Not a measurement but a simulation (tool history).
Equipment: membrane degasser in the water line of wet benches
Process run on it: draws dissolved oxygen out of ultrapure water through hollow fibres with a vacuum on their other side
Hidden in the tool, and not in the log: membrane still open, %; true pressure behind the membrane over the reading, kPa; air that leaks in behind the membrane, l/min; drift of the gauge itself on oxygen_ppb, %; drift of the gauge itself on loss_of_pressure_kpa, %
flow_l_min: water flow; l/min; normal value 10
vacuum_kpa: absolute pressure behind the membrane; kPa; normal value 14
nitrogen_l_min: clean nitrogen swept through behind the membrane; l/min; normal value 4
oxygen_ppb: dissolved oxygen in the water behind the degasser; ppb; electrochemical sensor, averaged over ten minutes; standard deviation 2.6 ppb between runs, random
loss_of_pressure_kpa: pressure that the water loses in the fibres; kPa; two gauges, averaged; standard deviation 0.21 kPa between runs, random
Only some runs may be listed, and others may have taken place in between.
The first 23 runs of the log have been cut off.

run    hour  flow_l_min  vacuum_kpa  nitrogen_l_min  hours since the membrane was changed  hours since the vacuum gauge was calibrated  hours since the vacuum lines were made tight  oxygen_ppb  loss_of_pressure_kpa
 24   777.4           8          14            8.06                                  1444                                          412                                          1854       157.3                 37.57
 25     801          11        15.3            8.06                                  1467                                          436                                          1878       273.8                 51.32
 26   842.6          11        15.3            8.06                                  1509                                          477                                          1919       270.4                 51.18
 27   870.9           9        16.7            5.88                                  1537                                          506                                          1947       215.1                 41.65
 28   904.5           7        24.9            3.68                                  1571                                          539                                          1981       200.4                 32.47
 29   928.8           7        24.9             3.1                                  1595                                          564                                          2005       217.8                 32.46
 30   957.6           9          14            4.94                                  1624                                          592                                          2034       209.9                 41.52
 31   976.6          16        10.3             2.3                                  1643                                          611                                          2053       519.6                  73.8
 32  1014.9          16         8.6            9.22                                  1681                                          650                                          2092       434.4                 74.05

Here are 4 independent what-if runs from the current tool condition. What would each one return?
  A  1051.2          14        26.3            2.86                                  1717                                          686                                          2128           ?                     ?
  B  1051.2           9        26.3            4.94                                  1717                                          686                                          2128           ?                     ?
  C  1051.2          16         8.6            3.08                                  1717                                          686                                          2128           ?                     ?
  D  1051.2          16        31.4             8.5                                  1717                                          686                                          2128           ?                     ?

run  oxygen_ppb  loss_of_pressure_kpa
  A       587.9                 64.93
  B       267.4                 41.92
  C       475.6                 74.64
  D       528.2                 74.64
Had the tool no hidden state, the same runs would have come out as:
run  oxygen_ppb  loss_of_pressure_kpa
  A       587.4                 66.29
  B       267.1                  42.8
  C       475.2                  76.2
  D       527.8                  76.2
